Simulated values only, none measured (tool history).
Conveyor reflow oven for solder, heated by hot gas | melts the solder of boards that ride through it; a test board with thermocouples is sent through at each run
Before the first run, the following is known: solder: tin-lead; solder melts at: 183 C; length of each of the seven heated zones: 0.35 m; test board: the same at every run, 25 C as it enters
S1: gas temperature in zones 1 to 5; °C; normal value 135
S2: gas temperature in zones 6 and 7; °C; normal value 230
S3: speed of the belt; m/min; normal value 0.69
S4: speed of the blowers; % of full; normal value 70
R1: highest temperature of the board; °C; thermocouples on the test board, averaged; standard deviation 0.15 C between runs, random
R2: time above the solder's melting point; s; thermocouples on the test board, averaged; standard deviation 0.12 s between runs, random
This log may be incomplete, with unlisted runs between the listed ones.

| run | hour | S1 | S2 | S3 | S4 | R1 | R2 |
|---|---|---|---|---|---|---|---|
| 1 | 0 | 135 | 230 | 0.69 | 70 | 211.8 | 41.1 |
| 2 | 5.4 | 135 | 230 | 0.69 | 70 | 211.6 | 40.8 |
| 3 | 12.4 | 135 | 230 | 0.69 | 70 | 211.6 | 41.1 |
| 4 | 21.5 | 135 | 230 | 0.591 | 70 | 216.8 | 52.7 |
| 5 | 31.3 | 142 | 230 | 0.69 | 70 | 213.1 | 44.1 |
| 6 | 36.7 | 142 | 239 | 0.69 | 70 | 220.5 | 48.8 |
| 7 | 44.8 | 142 | 239 | 0.69 | 70 | 220.7 | 48.8 |
| 8 | 49.6 | 142 | 239 | 0.69 | 70 | 220.8 | 48.7 |
| 9 | 58.4 | 142 | 239 | 0.69 | 70 | 220.8 | 48.8 |
| 10 | 67.1 | 142 | 239 | 0.69 | 70 | 220.8 | 48.7 |
| 11 | 77.1 | 128 | 236 | 0.69 | 70 | 215.2 | 41.6 |
| 12 | 87.2 | 128 | 227 | 0.592 | 70 | 212.5 | 47.6 |
| 13 | 93.7 | 139 | 240 | 0.623 | 70 | 224.2 | 55.6 |
| 14 | 103.3 | 139 | 240 | 0.623 | 70 | 224.6 | 55.6 |
| 15 | 112.2 | 139 | 240 | 0.6 | 70 | 225.4 | 58.5 |
| 16 | 121.9 | 139 | 221 | 0.654 | 85 | 209 | 43.3 |
| 17 | 129.3 | 139 | 221 | 0.654 | 85 | 208.6 | 43.5 |
| 18 | 137.9 | 133 | 221 | 0.654 | 85 | 208.2 | 40.9 |
| 19 | 144.4 | 133 | 221 | 0.654 | 85 | 208 | 40.6 |

For some of the steps in R1 from one run to the next: how much would appear even if the tool had no hidden state, given the settings, what came in and random variation, and how much remains for the hidden state plus any gauge scatter that the measured result and the result without hidden state don't share?
What the log doesn't record here: heat that the gas passes to the board, % of a clean oven's; belt's true speed, % of the reading; true gas temperature in zones 6 and 7 over the reading, C; drift of the gauge itself on peak_c, C; drift of the gauge itself on liquid_s, %.
Run 11 -> 12: S2 236 -> 227, S3 0.69 -> 0.592. R1 -2.7 °C: hidden state +0.3, all else -3.
Run 15 -> 16: S2 240 -> 221, S3 0.6 -> 0.654, S4 70 -> 85. R1 -16.4 °C: hidden state +0.1, all else -16.5.
